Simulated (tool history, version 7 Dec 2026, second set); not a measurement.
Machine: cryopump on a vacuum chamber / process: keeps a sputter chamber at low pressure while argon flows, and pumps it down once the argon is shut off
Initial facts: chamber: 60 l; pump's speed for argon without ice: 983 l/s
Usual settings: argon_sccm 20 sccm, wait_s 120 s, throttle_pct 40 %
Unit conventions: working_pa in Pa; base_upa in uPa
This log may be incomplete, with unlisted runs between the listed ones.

Run 1, hour 0: usual settings. Result: working_pa 0.0873 Pa, base_upa 1.53 uPa.
Run 2, hour 68: usual settings but argon_sccm 23 sccm. Result: working_pa 0.1009 Pa, base_upa 1.54 uPa.
Run 3, hour 136.3: usual settings but argon_sccm 23 sccm. Result: working_pa 0.0989 Pa, base_upa 1.6 uPa.
Run 4, hour 181.6: usual settings. Result: working_pa 0.0871 Pa, base_upa 1.53 uPa.
Run 5, hour 222.8: usual settings. Result: working_pa 0.0866 Pa, base_upa 1.55 uPa.
Run 6, hour 259.9: usual settings but wait_s 61 s, throttle_pct 17 %. Result: working_pa 0.203 Pa, base_upa 2.39 uPa.
Run 7, hour 305.8: usual settings but argon_sccm 23 sccm, throttle_pct 45 %. Result: working_pa 0.0895 Pa, base_upa 1.58 uPa.
Run 8, hour 358.8: usual settings but argon_sccm 14 sccm, wait_s 170 s, throttle_pct 42 %. Result: working_pa 0.0583 Pa, base_upa 1.29 uPa.
Run 9, hour 404.4: usual settings but argon_sccm 9 sccm, wait_s 47 s, throttle_pct 27 %. Result: working_pa 0.0576 Pa, base_upa 3.08 uPa.
Run 10, hour 465.3: usual settings but argon_sccm 9 sccm, wait_s 47 s, throttle_pct 27 %. Result: working_pa 0.0586 Pa, base_upa 3.07 uPa.

What if the next run were any one of these 3? Each begins from the tool's condition after run 10:
Run A, hour 513.6: usual settings but wait_s 105 s, throttle_pct 26 %. Result: working_pa ?, base_upa ?.
Run B, hour 513.6: usual settings but argon_sccm 26 sccm, wait_s 95 s, throttle_pct 31 %. Result: working_pa ?, base_upa ?.
Run C, hour 513.6: usual settings but wait_s 238 s. Result: working_pa ?, base_upa ?.

run  working_pa  base_upa
  A      0.1348      1.72
  B      0.1466      1.79
  C      0.0881      1.18
Without the tool's hidden state the same runs would have given:
run  working_pa  base_upa
  A      0.1326      1.34
  B      0.1438      1.41
  C      0.0859      0.78
